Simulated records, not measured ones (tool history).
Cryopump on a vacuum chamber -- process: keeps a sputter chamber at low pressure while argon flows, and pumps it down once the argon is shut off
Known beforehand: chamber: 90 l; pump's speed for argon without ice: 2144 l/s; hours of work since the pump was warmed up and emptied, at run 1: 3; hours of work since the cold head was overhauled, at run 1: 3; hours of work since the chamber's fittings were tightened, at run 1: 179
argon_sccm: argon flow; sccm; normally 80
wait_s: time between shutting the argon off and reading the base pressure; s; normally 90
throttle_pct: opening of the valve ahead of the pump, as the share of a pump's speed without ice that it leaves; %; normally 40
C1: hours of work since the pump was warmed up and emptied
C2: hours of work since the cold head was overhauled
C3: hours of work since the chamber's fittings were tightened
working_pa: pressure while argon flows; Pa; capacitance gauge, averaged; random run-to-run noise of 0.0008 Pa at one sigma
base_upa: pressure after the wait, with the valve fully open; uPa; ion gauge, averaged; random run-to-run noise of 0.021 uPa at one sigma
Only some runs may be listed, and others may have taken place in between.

run 1 hour=0.0 | argon_sccm=80 wait_s=90 throttle_pct=40 | C1=3 C2=3 C3=179 | working_pa=0.1591 base_upa=0.44
run 2 hour=38.8 | argon_sccm=80 wait_s=90 throttle_pct=40 | C1=21 C2=21 C3=197 | working_pa=0.1583 base_upa=0.44
run 3 hour=75.3 | argon_sccm=80 wait_s=90 throttle_pct=40 | C1=38 C2=38 C3=215 | working_pa=0.1589 base_upa=0.43
run 4 hour=117.6 | argon_sccm=80 wait_s=90 throttle_pct=40 | C1=58 C2=58 C3=234 | working_pa=0.1587 base_upa=0.46
run 5 hour=157.2 | argon_sccm=80 wait_s=90 throttle_pct=59 | C1=76 C2=76 C3=253 | working_pa=0.1089 base_upa=0.46
run 6 hour=212.7 | argon_sccm=80 wait_s=90 throttle_pct=40 | C1=102 C2=102 C3=279 | working_pa=0.1597 base_upa=0.49
run 7 hour=243.5 | argon_sccm=43 wait_s=90 throttle_pct=40 | C1=117 C2=117 C3=293 | working_pa=0.0856 base_upa=0.48
run 8 hour=294.8 | argon_sccm=80 wait_s=90 throttle_pct=38 | C1=141 C2=141 C3=317 | working_pa=0.1681 base_upa=0.52
run 9 hour=346.1 | argon_sccm=154 wait_s=90 throttle_pct=38 | C1=165 C2=165 C3=341 | working_pa=0.3230 base_upa=0.54
run 10 hour=376.9 | argon_sccm=154 wait_s=90 throttle_pct=38 | C1=179 C2=179 C3=355 | working_pa=0.3256 base_upa=0.59
run 11 hour=418.5 | argon_sccm=154 wait_s=90 throttle_pct=38 | C1=198 C2=198 C3=375 | working_pa=0.3256 base_upa=0.55
run 12 hour=455.4 | argon_sccm=154 wait_s=90 throttle_pct=38 | C1=216 C2=216 C3=392 | working_pa=0.3251 base_upa=0.59
run 13 hour=483.7 | argon_sccm=154 wait_s=90 throttle_pct=38 | C1=229 C2=229 C3=405 | working_pa=0.3273 base_upa=0.58
run 14 hour=521.4 | argon_sccm=154 wait_s=21 throttle_pct=38 | C1=246 C2=246 C3=423 | working_pa=0.3288 base_upa=1.17
run 15 hour=549.5 | argon_sccm=154 wait_s=21 throttle_pct=38 | C1=260 C2=260 C3=436 | working_pa=0.3268 base_upa=1.15
run 16 hour=573.6 | argon_sccm=154 wait_s=21 throttle_pct=38 | C1=271 C2=271 C3=447 | working_pa=0.3290 base_upa=1.22
run 17 hour=602.9 | argon_sccm=80 wait_s=90 throttle_pct=15 | C1=284 C2=284 C3=461 | working_pa=0.4250 base_upa=0.66
run 18 hour=635.8 | argon_sccm=116 wait_s=27 throttle_pct=20 | C1=300 C2=300 C3=476 | working_pa=0.4642 base_upa=1.00
run 19 hour=680.8 | argon_sccm=115 wait_s=27 throttle_pct=55 | C1=321 C2=321 C3=497 | working_pa=0.1708 base_upa=1.07
run 20 hour=717.1 | argon_sccm=47 wait_s=24 throttle_pct=55 | C1=338 C2=338 C3=514 | working_pa=0.0692 base_upa=1.12
run 21 hour=740.4 | argon_sccm=47 wait_s=24 throttle_pct=55 | C1=349 C2=349 C3=525 | working_pa=0.0707 base_upa=1.12
run 22 hour=795.4 | argon_sccm=80 wait_s=21 throttle_pct=40 | C1=374 C2=374 C3=551 | working_pa=0.1602 base_upa=1.24
run 23 hour=838.1 | argon_sccm=80 wait_s=21 throttle_pct=40 | C1=394 C2=394 C3=571 | working_pa=0.1628 base_upa=1.25
run 24 hour=885.3 | argon_sccm=149 wait_s=204 throttle_pct=21 | C1=416 C2=416 C3=593 | working_pa=0.5720 base_upa=0.61
run 25 hour=908.9 | argon_sccm=68 wait_s=60 throttle_pct=22 | C1=427 C2=427 C3=604 | working_pa=0.2481 base_upa=0.86
run 26 hour=943.5 | argon_sccm=68 wait_s=25 throttle_pct=22 | C1=444 C2=444 C3=620 | working_pa=0.2507 base_upa=1.22
run 27 hour=981.7 | argon_sccm=68 wait_s=25 throttle_pct=22 | C1=461 C2=461 C3=638 | working_pa=0.2472 base_upa=1.20
run 28 hour=1008.9 | argon_sccm=68 wait_s=25 throttle_pct=22 | C1=474 C2=474 C3=650 | working_pa=0.2501 base_upa=1.23
run 29 hour=1047.1 | argon_sccm=68 wait_s=25 throttle_pct=26 | C1=492 C2=492 C3=668 | working_pa=0.2104 base_upa=1.27
run 30 hour=1100.7 | argon_sccm=68 wait_s=25 throttle_pct=26 | C1=517 C2=517 C3=693 | working_pa=0.2125 base_upa=1.27
run 31 hour=1145.8 | argon_sccm=68 wait_s=189 throttle_pct=26 | C1=538 C2=538 C3=714 | working_pa=0.2124 base_upa=0.75
run 32 hour=1182.3 | argon_sccm=68 wait_s=189 throttle_pct=26 | C1=555 C2=555 C3=731 | working_pa=0.2127 base_upa=0.75
run 33 hour=1212.3 | argon_sccm=80 wait_s=90 throttle_pct=33 | C1=569 C2=569 C3=745 | working_pa=0.1977 base_upa=0.84
run 34 hour=1249.7 | argon_sccm=144 wait_s=299 throttle_pct=24 | C1=586 C2=586 C3=763 | working_pa=0.4863 base_upa=0.77

Consider 3 possible next runs. They are alternatives, not a sequence: every one starts from the tool as it was left by run 34. What does each give?
run A hour=1296.2 | argon_sccm=80 wait_s=90 throttle_pct=19 | C1=608 C2=608 C3=784 | working_pa=? base_upa=?
run B hour=1296.2 | argon_sccm=74 wait_s=204 throttle_pct=40 | C1=608 C2=608 C3=784 | working_pa=? base_upa=?
run C hour=1296.2 | argon_sccm=80 wait_s=22 throttle_pct=27 | C1=608 C2=608 C3=784 | working_pa=? base_upa=?

run=A working_pa=0.3429 base_upa=0.90
run=B working_pa=0.1532 base_upa=0.82
run=C working_pa=0.2430 base_upa=1.41
Without the tool's unlogged condition, the same runs would have read:
run=A working_pa=0.3346 base_upa=0.32
run=B working_pa=0.1456 base_upa=0.24
run=C working_pa=0.2347 base_upa=0.82
